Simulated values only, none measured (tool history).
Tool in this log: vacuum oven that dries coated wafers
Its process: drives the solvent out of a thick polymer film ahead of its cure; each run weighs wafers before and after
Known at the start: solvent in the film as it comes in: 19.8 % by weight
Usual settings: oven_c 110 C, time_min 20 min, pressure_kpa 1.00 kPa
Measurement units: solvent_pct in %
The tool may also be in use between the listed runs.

run	day	oven_c	time_min	pressure_kpa	solvent_pct
1	0.000	110	20	1.00	5.01
2	2.038	110	20	1.00	4.93
3	4.754	110	20	1.00	5.01
4	7.179	110	20	1.00	4.99
5	9.308	110	20	1.00	5.01
6	12.042	110	20	1.00	5.08
7	14.012	110	20	0.96	5.08
8	15.254	111	20	1.00	4.80
9	17.738	110	20	1.00	5.10
10	19.996	110	20	1.00	5.16
11	22.821	110	20	1.00	5.12
12	24.350	110	20	1.00	5.21
13	26.108	110	20	1.00	5.20
14	28.496	110	20	1.00	5.22
15	31.333	110	20	2.34	5.81
16	32.658	112	18	2.62	5.88
17	34.238	99	14	1.95	10.94
18	36.146	99	14	1.95	10.97
19	39.071	113	15	1.03	5.97
# day 40.967: oven's thermocouples calibrated
20	41.142	124	26	2.04	1.37
21	42.867	124	26	2.04	1.34
22	45.762	124	26	2.04	1.35
23	48.325	124	26	2.04	1.41
24	50.458	124	26	2.04	1.47
25	51.929	118	24	2.04	2.55
26	53.475	125	29	2.04	1.12
27	56.258	125	29	2.04	1.18
28	59.067	122	14	2.04	3.91
29	61.492	122	14	2.04	3.93
30	63.517	113	27	3.27	3.90

Alternative continuations, all from the tool just after run 30; predict every row:
A	66.000	119	32	0.65	?
B	66.000	113	32	3.27	?
C	66.000	117	27	1.09	?
D	66.000	102	20	1.00	?
E	66.000	113	10	1.51	?

run	solvent_pct
A	1.10
B	3.39
C	1.97
D	7.66
E	8.18
Without the tool's hidden state the same runs would have given:
run	solvent_pct
A	0.92
B	3.15
C	1.78
D	7.38
E	7.98
